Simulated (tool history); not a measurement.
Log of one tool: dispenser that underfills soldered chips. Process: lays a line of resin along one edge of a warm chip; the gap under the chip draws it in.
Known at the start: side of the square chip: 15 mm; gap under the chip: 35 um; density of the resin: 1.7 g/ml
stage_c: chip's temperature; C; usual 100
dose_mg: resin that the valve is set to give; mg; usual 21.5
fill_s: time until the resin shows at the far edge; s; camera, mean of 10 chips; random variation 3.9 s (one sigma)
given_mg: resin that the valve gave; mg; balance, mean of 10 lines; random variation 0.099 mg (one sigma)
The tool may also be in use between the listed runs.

Run 1, hour 0.0: usual settings. Result: fill_s 701.4 s, given_mg 21.07 mg.
Run 2, hour 7.7: usual settings. Result: fill_s 496.5 s, given_mg 20.92 mg.
Run 3, hour 12.8: usual settings. Result: fill_s 624.0 s, given_mg 20.82 mg.
Run 4, hour 19.7: usual settings. Result: fill_s 417.9 s, given_mg 20.91 mg.
Run 5, hour 27.0: usual settings. Result: fill_s 567.9 s, given_mg 20.81 mg.
Run 6, hour 35.3: usual settings but dose_mg 26.5 mg. Result: fill_s 400.2 s, given_mg 25.42 mg.
Run 7, hour 42.7: usual settings but dose_mg 26.5 mg. Result: fill_s 548.1 s, given_mg 25.58 mg.
Run 8, hour 50.9: usual settings but dose_mg 20.3 mg. Result: fill_s 402.2 s, given_mg 19.40 mg.
Run 9, hour 58.6: usual settings. Result: fill_s 553.0 s, given_mg 20.35 mg.
Run 10, hour 65.7: usual settings. Result: fill_s 710.4 s, given_mg 21.60 mg.
Run 11, hour 74.6: usual settings. Result: fill_s 527.9 s, given_mg 21.27 mg.
Run 12, hour 80.9: usual settings but stage_c 113 C, dose_mg 21.7 mg. Result: fill_s 449.4 s, given_mg 21.39 mg.
Run 13, hour 87.3: usual settings but stage_c 113 C, dose_mg 21.7 mg. Result: fill_s 297.1 s, given_mg 21.52 mg.
Run 14, hour 93.9: usual settings but stage_c 113 C, dose_mg 24.8 mg. Result: fill_s 389.3 s, given_mg 24.38 mg.
Run 15, hour 100.7: usual settings but stage_c 91 C, dose_mg 26.3 mg. Result: fill_s 569.3 s, given_mg 25.78 mg.
Run 16, hour 106.4: usual settings but stage_c 91 C, dose_mg 26.3 mg. Result: fill_s 730.7 s, given_mg 25.77 mg.
Run 17, hour 113.6: usual settings but stage_c 93 C, dose_mg 22.5 mg. Result: fill_s 926.9 s, given_mg 22.02 mg.
Run 18, hour 121.6: usual settings but stage_c 91 C, dose_mg 20.2 mg. Result: fill_s 728.9 s, given_mg 19.66 mg.
Run 19, hour 129.7: usual settings but stage_c 91 C, dose_mg 20.2 mg. Result: fill_s 1030.0 s, given_mg 19.51 mg.
Run 20, hour 138.3: usual settings but stage_c 97 C, dose_mg 24.1 mg. Result: fill_s 610.3 s, given_mg 23.21 mg.
Run 21, hour 146.1: usual settings but stage_c 95 C, dose_mg 19.5 mg. Result: fill_s 937.0 s, given_mg 18.78 mg.

Not shown: 10 entries that the log had between the listed runs. Between which runs, and how does the tool's hidden state differ before and after?
Between runs 1 and 2: new syringe of resin (hour 2.8)
  resin's viscosity, % of fresh resin's: 173.2 -> 126.1; dose that the valve gives, % of what is set: 97.86 -> 97.49; true chip temperature over the reading, C: -0.42 -> -0.44
  measured less the result without the state, fill_s: +302.9 -> +110.4 s; given_mg: -0.45 -> -0.54 mg
Between runs 3 and 4: new syringe of resin (hour 18.9)
  resin's viscosity, % of fresh resin's: 156.8 -> 103.2; dose that the valve gives, % of what is set: 97.24 -> 96.91; true chip temperature over the reading, C: -0.45 -> -0.47
  measured less the result without the state, fill_s: +233.9 -> +21.1 s; given_mg: -0.59 -> -0.67 mg
Between runs 5 and 6: new syringe of resin (hour 34.7)
  resin's viscosity, % of fresh resin's: 140.4 -> 100.9; dose that the valve gives, % of what is set: 96.57 -> 96.15; true chip temperature over the reading, C: -0.49 -> -0.51
  measured less the result without the state, fill_s: +171.9 -> +11.4 s; given_mg: -0.74 -> -1.02 mg
Between runs 7 and 8: new syringe of resin (hour 50.7)
  resin's viscosity, % of fresh resin's: 138.4 -> 99.5; dose that the valve gives, % of what is set: 95.79 -> 95.41; true chip temperature over the reading, C: -0.53 -> -0.55
  measured less the result without the state, fill_s: +160.4 -> +9.2 s; given_mg: -1.12 -> -0.93 mg
Between runs 9 and 10: dispensing valve cleaned and set on the balance (hour 60.8)
  resin's viscosity, % of fresh resin's: 138 -> 178.4; dose that the valve gives, % of what is set: 95.03 -> 99.74; true chip temperature over the reading, C: -0.57 -> -0.59
  measured less the result without the state, fill_s: +163.1 -> +320.6 s; given_mg: -1.07 -> -0.06 mg
Between runs 10 and 11: new syringe of resin (hour 67.7)
  resin's viscosity, % of fresh resin's: 178.4 -> 133; dose that the valve gives, % of what is set: 99.74 -> 99.29; true chip temperature over the reading, C: -0.59 -> -0.61
  measured less the result without the state, fill_s: +320.6 -> +139.8 s; given_mg: -0.06 -> -0.16 mg
Between runs 12 and 13: new syringe of resin (hour 83.8)
  resin's viscosity, % of fresh resin's: 174.2 -> 115.9; dose that the valve gives, % of what is set: 98.97 -> 98.66; true chip temperature over the reading, C: -0.63 -> -0.64
  measured less the result without the state, fill_s: +197.1 -> +46.5 s; given_mg: -0.22 -> -0.29 mg
Between runs 14 and 15: new syringe of resin (hour 99.7)
  resin's viscosity, % of fresh resin's: 152.9 -> 103.8; dose that the valve gives, % of what is set: 98.33 -> 98.01; true chip temperature over the reading, C: -0.66 -> -0.67
  measured less the result without the state, fill_s: +140.4 -> +35.0 s; given_mg: -0.41 -> -0.53 mg
Between runs 17 and 18: new syringe of resin (hour 115.6)
  resin's viscosity, % of fresh resin's: 179.7 -> 127.7; dose that the valve gives, % of what is set: 97.38 -> 97.01; true chip temperature over the reading, C: -0.71 -> -0.72
  measured less the result without the state, fill_s: +425.7 -> +176.3 s; given_mg: -0.59 -> -0.61 mg
Between runs 19 and 20: new syringe of resin (hour 131.4)
  resin's viscosity, % of fresh resin's: 179.7 -> 135.3; dose that the valve gives, % of what is set: 96.67 -> 96.27; true chip temperature over the reading, C: -0.75 -> -0.77
  measured less the result without the state, fill_s: +475.7 -> +172.9 s; given_mg: -0.67 -> -0.90 mg
